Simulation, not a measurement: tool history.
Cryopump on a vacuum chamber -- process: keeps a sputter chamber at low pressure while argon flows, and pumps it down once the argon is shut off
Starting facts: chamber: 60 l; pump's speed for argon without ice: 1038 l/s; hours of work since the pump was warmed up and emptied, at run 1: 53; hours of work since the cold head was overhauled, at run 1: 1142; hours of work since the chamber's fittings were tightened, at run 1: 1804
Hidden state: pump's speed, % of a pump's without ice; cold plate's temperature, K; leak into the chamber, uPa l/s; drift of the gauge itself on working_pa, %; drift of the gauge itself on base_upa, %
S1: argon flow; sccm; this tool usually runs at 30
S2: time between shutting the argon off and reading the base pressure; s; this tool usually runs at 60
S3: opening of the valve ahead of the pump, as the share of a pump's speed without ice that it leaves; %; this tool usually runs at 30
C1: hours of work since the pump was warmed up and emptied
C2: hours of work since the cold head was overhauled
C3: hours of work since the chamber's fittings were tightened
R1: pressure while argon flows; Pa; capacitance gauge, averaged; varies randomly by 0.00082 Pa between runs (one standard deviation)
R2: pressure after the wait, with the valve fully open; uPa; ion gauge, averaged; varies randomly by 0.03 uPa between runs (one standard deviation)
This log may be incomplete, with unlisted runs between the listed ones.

| run | hour | S1 | S2 | S3 | C1 | C2 | C3 | R1 | R2 |
|---|---|---|---|---|---|---|---|---|---|
| 1 | 0.0 | 30 | 60 | 30 | 53 | 1142 | 1804 | 0.1649 | 3.60 |
| 2 | 104.1 | 30 | 60 | 29 | 134 | 1224 | 1885 | 0.1711 | 3.76 |
| 3 | 153.8 | 42 | 60 | 30 | 173 | 1262 | 1924 | 0.2346 | 3.85 |
| 4 | 252.9 | 30 | 60 | 16 | 251 | 1340 | 2002 | 0.3114 | 4.01 |
| 5 | 332.0 | 30 | 60 | 16 | 313 | 1402 | 2063 | 0.3132 | 4.15 |
| 6 | 406.8 | 30 | 60 | 16 | 371 | 1460 | 2122 | 0.3138 | 4.31 |
| 7 | 468.1 | 30 | 60 | 16 | 419 | 1508 | 2170 | 0.3133 | 4.42 |
| 8 | 558.5 | 30 | 60 | 30 | 490 | 1579 | 2241 | 0.1746 | 4.65 |
| 9 | 643.3 | 30 | 60 | 30 | 556 | 1646 | 2307 | 0.1734 | 4.80 |
| 10 | 743.4 | 30 | 60 | 30 | 635 | 1724 | 2385 | 0.1770 | 5.08 |
|  | 761.1 | leaking fittings of the chamber tightened, without venting |
| 11 | 808.6 | 30 | 60 | 18 | 684 | 1773 | 37 | 0.2889 | 1.63 |
| 12 | 905.6 | 30 | 60 | 18 | 760 | 1849 | 113 | 0.2887 | 1.74 |
| 13 | 978.0 | 30 | 60 | 19 | 817 | 1906 | 170 | 0.2769 | 1.86 |
| 14 | 1037.9 | 30 | 60 | 19 | 863 | 1953 | 217 | 0.2766 | 2.06 |
| 15 | 1088.8 | 31 | 60 | 30 | 903 | 1993 | 256 | 0.1924 | 1.99 |
| 16 | 1135.7 | 30 | 60 | 30 | 940 | 2029 | 293 | 0.1875 | 2.17 |
| 17 | 1226.1 | 30 | 60 | 30 | 1011 | 2100 | 364 | 0.1899 | 2.29 |
|  | 1266.3 | pump warmed up, emptied and cooled again |
| 18 | 1330.3 | 30 | 62 | 30 | 50 | 2178 | 442 | 0.1660 | 1.94 |
| 19 | 1416.9 | 36 | 147 | 19 | 118 | 2245 | 509 | 0.3110 | 1.45 |
| 20 | 1468.2 | 36 | 147 | 19 | 158 | 2286 | 550 | 0.3108 | 1.50 |
| 21 | 1510.7 | 36 | 147 | 19 | 191 | 2319 | 583 | 0.3170 | 1.54 |
| 22 | 1605.0 | 50 | 45 | 36 | 265 | 2393 | 657 | 0.2382 | 2.72 |
| 23 | 1706.7 | 50 | 45 | 36 | 345 | 2472 | 736 | 0.2398 | 2.95 |
| 24 | 1809.5 | 50 | 45 | 36 | 425 | 2553 | 817 | 0.2436 | 3.17 |
| 25 | 1885.8 | 33 | 35 | 31 | 485 | 2612 | 876 | 0.1844 | 3.80 |
| 26 | 1943.8 | 33 | 35 | 31 | 530 | 2658 | 922 | 0.1878 | 3.76 |
| 27 | 2039.0 | 39 | 60 | 30 | 605 | 2732 | 996 | 0.2312 | 3.10 |
| 28 | 2129.9 | 39 | 60 | 30 | 676 | 2803 | 1067 | 0.2329 | 3.38 |
| 29 | 2207.5 | 26 | 22 | 30 | 737 | 2864 | 1128 | 0.1581 | 5.49 |
| 30 | 2249.8 | 26 | 22 | 30 | 770 | 2897 | 1161 | 0.1578 | 5.61 |
| 31 | 2299.8 | 49 | 60 | 42 | 809 | 2936 | 1200 | 0.2255 | 3.57 |
| 32 | 2365.6 | 19 | 264 | 30 | 860 | 2988 | 1252 | 0.1181 | 2.75 |
| 33 | 2433.4 | 19 | 264 | 30 | 913 | 3041 | 1305 | 0.1188 | 2.99 |
| 34 | 2487.2 | 49 | 99 | 30 | 955 | 3083 | 1347 | 0.3072 | 3.49 |

A few steps of R1 between consecutive runs. Split each: what settings, incoming material and random variation would produce without the hidden state, and what is left over for the hidden state, along with gauge scatter present in only one of the two compared results (measured, and without hidden state):
Run 7 -> 8: S3 16 -> 30. R1 -0.1387 Pa: hidden state +0.0017, all else -0.1404.
Run 17 -> 18: S2 60 -> 62, pump warmed up, emptied and cooled again. R1 -0.0239 Pa: hidden state -0.0242, all else +0.0003.
Run 18 -> 19: S1 30 -> 36, S2 62 -> 147, S3 30 -> 19. R1 +0.1450 Pa: hidden state +0.0019, all else +0.1431.
Run 31 -> 32: S1 49 -> 19, S2 60 -> 264, S3 42 -> 30. R1 -0.1074 Pa: hidden state -0.0199, all else -0.0875.
Run 33 -> 34: S1 19 -> 49, S2 264 -> 99. R1 +0.1884 Pa: hidden state +0.0269, all else +0.1615.

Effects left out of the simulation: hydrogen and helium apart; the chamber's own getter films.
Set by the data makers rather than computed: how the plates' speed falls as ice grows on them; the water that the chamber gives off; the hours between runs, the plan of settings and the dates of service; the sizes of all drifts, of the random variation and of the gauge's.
